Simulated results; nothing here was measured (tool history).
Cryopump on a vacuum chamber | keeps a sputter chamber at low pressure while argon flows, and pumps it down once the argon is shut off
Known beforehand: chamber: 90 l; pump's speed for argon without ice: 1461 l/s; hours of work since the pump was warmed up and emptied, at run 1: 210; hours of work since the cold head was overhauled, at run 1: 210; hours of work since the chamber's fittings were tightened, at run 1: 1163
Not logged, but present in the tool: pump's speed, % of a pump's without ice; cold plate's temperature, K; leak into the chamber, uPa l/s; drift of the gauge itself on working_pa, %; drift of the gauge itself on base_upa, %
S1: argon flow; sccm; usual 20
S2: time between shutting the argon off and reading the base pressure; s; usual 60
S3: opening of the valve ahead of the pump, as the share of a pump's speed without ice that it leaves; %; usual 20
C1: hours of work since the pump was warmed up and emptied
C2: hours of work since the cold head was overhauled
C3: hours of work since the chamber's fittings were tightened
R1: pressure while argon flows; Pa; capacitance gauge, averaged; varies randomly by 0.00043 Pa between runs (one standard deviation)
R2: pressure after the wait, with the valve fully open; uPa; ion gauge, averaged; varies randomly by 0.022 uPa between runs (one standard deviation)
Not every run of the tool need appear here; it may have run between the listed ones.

Run 1, hour 0.0: usual settings; C1 210; C2 210; C3 1163. Result: R1 0.1169 Pa, R2 1.77 uPa.
Run 2, hour 29.0: usual settings; C1 235; C2 235; C3 1188. Result: R1 0.1174 Pa, R2 1.79 uPa.
Run 3, hour 50.7: usual settings; C1 254; C2 254; C3 1207. Result: R1 0.1169 Pa, R2 1.80 uPa.
Run 4, hour 72.9: usual settings; C1 273; C2 273; C3 1226. Result: R1 0.1183 Pa, R2 1.80 uPa.
Run 5, hour 99.9: usual settings; C1 297; C2 297; C3 1250. Result: R1 0.1174 Pa, R2 1.93 uPa.
Run 6, hour 120.9: usual settings; C1 315; C2 315; C3 1268. Result: R1 0.1184 Pa, R2 1.90 uPa.
Run 7, hour 141.6: usual settings but S1 16 sccm; C1 333; C2 333; C3 1286. Result: R1 0.0935 Pa, R2 1.87 uPa.
Run 8, hour 169.3: usual settings but S1 16 sccm; C1 357; C2 357; C3 1310. Result: R1 0.0943 Pa, R2 1.95 uPa.
Run 9, hour 188.6: usual settings but S1 16 sccm; C1 374; C2 374; C3 1327. Result: R1 0.0946 Pa, R2 2.04 uPa.
Run 10, hour 203.2: usual settings but S1 23 sccm; C1 386; C2 386; C3 1339. Result: R1 0.1360 Pa, R2 1.95 uPa.
Run 11, hour 230.5: usual settings but S1 29 sccm; C1 410; C2 410; C3 1363. Result: R1 0.1718 Pa, R2 2.03 uPa.
Run 12, hour 256.1: usual settings but S1 29 sccm; C1 432; C2 432; C3 1385. Result: R1 0.1711 Pa, R2 2.03 uPa.
Run 13, hour 278.6: usual settings but S1 25 sccm, S2 136 s, S3 24 %; C1 452; C2 452; C3 1405. Result: R1 0.1240 Pa, R2 1.81 uPa.
Run 14, hour 292.6: usual settings but S1 29 sccm; C1 464; C2 464; C3 1417. Result: R1 0.1728 Pa, R2 2.10 uPa.
Run 15, hour 314.7: usual settings but S1 29 sccm; C1 483; C2 483; C3 1436. Result: R1 0.1725 Pa, R2 2.10 uPa.
Run 16, hour 343.3: usual settings but S1 29 sccm; C1 508; C2 508; C3 1461. Result: R1 0.1730 Pa, R2 2.17 uPa.
Run 17, hour 369.8: usual settings but S1 16 sccm, S3 39 %; C1 531; C2 531; C3 1484. Result: R1 0.0503 Pa, R2 2.20 uPa.
Run 18, hour 382.1: usual settings but S1 16 sccm, S3 39 %; C1 542; C2 542; C3 1495. Result: R1 0.0505 Pa, R2 2.13 uPa.
Run 19, hour 408.1: usual settings but S1 13 sccm, S3 17 %; C1 564; C2 564; C3 1517. Result: R1 0.0925 Pa, R2 2.25 uPa.
Run 20, hour 435.8: usual settings but S1 13 sccm, S3 17 %; C1 588; C2 588; C3 1541. Result: R1 0.0910 Pa, R2 2.30 uPa.
Run 21, hour 459.7: usual settings but S1 13 sccm, S3 17 %; C1 609; C2 609; C3 1562. Result: R1 0.0912 Pa, R2 2.29 uPa.
Run 22, hour 483.9: usual settings but S1 17 sccm, S2 22 s, S3 26 %; C1 630; C2 630; C3 1583. Result: R1 0.0797 Pa, R2 3.15 uPa.
Run 23, hour 512.6: usual settings but S1 17 sccm, S2 22 s, S3 26 %; C1 655; C2 655; C3 1608. Result: R1 0.0798 Pa, R2 3.15 uPa.
Run 24, hour 528.1: usual settings but S1 34 sccm, S2 100 s, S3 25 %; C1 668; C2 668; C3 1621. Result: R1 0.1656 Pa, R2 2.28 uPa.

4 options for the next run, each taken on its own from the tool as it stands now. Forecast them:
Run A, hour 541.2: usual settings but S1 28 sccm, S2 100 s, S3 25 %; C1 680; C2 680; C3 1633. Result: R1 ?, R2 ?.
Run B, hour 541.2: usual settings but S1 9 sccm, S2 30 s, S3 17 %; C1 680; C2 680; C3 1633. Result: R1 ?, R2 ?.
Run C, hour 541.2: usual settings but S1 13 sccm, S2 100 s, S3 25 %; C1 680; C2 680; C3 1633. Result: R1 ?, R2 ?.
Run D, hour 541.2: usual settings but S1 35 sccm, S2 93 s, S3 52 %; C1 680; C2 680; C3 1633. Result: R1 ?, R2 ?.

run      R1    R2
  A  0.1364  2.21
  B  0.0637  2.84
  C  0.0635  2.22
  D  0.0862  2.24
With the hidden condition removed and each run's random variation left untouched, the same runs would have given:
run      R1    R2
  A  0.1295  0.46
  B  0.0615  1.13
  C  0.0602  0.47
  D  0.0776  0.49
